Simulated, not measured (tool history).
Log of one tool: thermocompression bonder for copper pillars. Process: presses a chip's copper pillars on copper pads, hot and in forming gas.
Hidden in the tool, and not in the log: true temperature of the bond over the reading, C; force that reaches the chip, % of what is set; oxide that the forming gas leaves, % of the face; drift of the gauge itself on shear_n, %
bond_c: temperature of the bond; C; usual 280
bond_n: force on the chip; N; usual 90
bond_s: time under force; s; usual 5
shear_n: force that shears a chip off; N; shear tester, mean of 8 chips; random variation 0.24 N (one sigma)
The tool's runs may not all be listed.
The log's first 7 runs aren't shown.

run   hour  bond_c  bond_n  bond_s  hours of work since the heater was calibrated  hours of work since the force cell was calibrated  hours of work since the gas filter was changed  shear_n
  8   57.3     280      90       5                                             76                                                310                                              27       53
  9   68.1     280      90       5                                             83                                                317                                              34     52.9
 10   75.7     280      90       5                                             87                                                321                                              38     52.8
 11   81.4     251      90       5                                             91                                                325                                              42       38
 12   87.3     280      90       5                                             94                                                328                                              45     53.4
 13   93.8     280      90       5                                             98                                                332                                              49     52.7
 14  100.4     280      80       5                                            102                                                336                                              53     48.4
 15  108.8     280      90       5                                            108                                                341                                              58     53.2
 16  117.4     280      90       5                                            113                                                346                                              64     52.9
 17  129.3     280      90       5                                            120                                                354                                              71     53.4
 18  136.3     280      90       5                                            124                                                358                                              75     52.9
 19  142.9     280      90       5                                            128                                                362                                              79     52.8
 20  154.3     266      90       5                                            135                                                369                                              86     45.5
 21  162.4     266      90       5                                            140                                                374                                              91     45.5
 22  170.2     266      90       5                                            145                                                379                                              96     45.5
 23  181.5     280      90       4                                            152                                                385                                             103     48.8
 24  191.4     280      90       4                                            158                                                391                                             109     49.2

Forecast run 25:
 25   202     280      90      14                                            164                                                398                                             115        ?

shear_n: 71.5 N
Without the tool's hidden state the same run would have given shear_n 71.7 N.
